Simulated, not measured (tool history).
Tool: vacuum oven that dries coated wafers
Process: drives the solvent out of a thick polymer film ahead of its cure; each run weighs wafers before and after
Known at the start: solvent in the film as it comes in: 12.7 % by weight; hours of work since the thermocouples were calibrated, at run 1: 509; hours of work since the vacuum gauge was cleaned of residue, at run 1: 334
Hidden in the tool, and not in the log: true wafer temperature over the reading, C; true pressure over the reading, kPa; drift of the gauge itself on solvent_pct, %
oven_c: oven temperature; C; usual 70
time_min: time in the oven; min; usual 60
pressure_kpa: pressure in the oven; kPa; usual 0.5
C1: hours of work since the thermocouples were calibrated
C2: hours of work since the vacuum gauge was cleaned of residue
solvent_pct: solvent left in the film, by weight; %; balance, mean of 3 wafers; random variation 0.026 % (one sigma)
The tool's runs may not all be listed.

run 1 hour=0 | oven_c=70 time_min=60 pressure_kpa=0.5 | C1=509 C2=334 | solvent_pct=0.9
run 2 hour=13.9 | oven_c=70 time_min=60 pressure_kpa=0.5 | C1=517 C2=341 | solvent_pct=0.89
run 3 hour=25.6 | oven_c=70 time_min=60 pressure_kpa=0.281 | C1=523 C2=347 | solvent_pct=0.81
run 4 hour=41.3 | oven_c=70 time_min=60 pressure_kpa=0.5 | C1=531 C2=355 | solvent_pct=0.92
run 5 hour=61 | oven_c=70 time_min=60 pressure_kpa=0.5 | C1=541 C2=366 | solvent_pct=0.92
-- hour=64.6 oven's thermocouples calibrated
run 6 hour=76.5 | oven_c=70 time_min=54 pressure_kpa=0.5 | C1=6 C2=372 | solvent_pct=1.1
run 7 hour=88.4 | oven_c=70 time_min=60 pressure_kpa=0.5 | C1=12 C2=379 | solvent_pct=0.94
run 8 hour=100.6 | oven_c=61 time_min=108 pressure_kpa=1.808 | C1=19 C2=385 | solvent_pct=1.78
run 9 hour=108.7 | oven_c=61 time_min=108 pressure_kpa=1.808 | C1=23 C2=389 | solvent_pct=1.72
run 10 hour=119.6 | oven_c=67 time_min=50 pressure_kpa=0.997 | C1=28 C2=395 | solvent_pct=2

The next listed run, before its measurement:
run 11 hour=136.1 | oven_c=63 time_min=32 pressure_kpa=1.295 | C1=37 C2=403 | solvent_pct=?

{"run 11": {"solvent_pct": 4.31}}
Without the tool's hidden state the same run would have given solvent_pct 4.1 %.
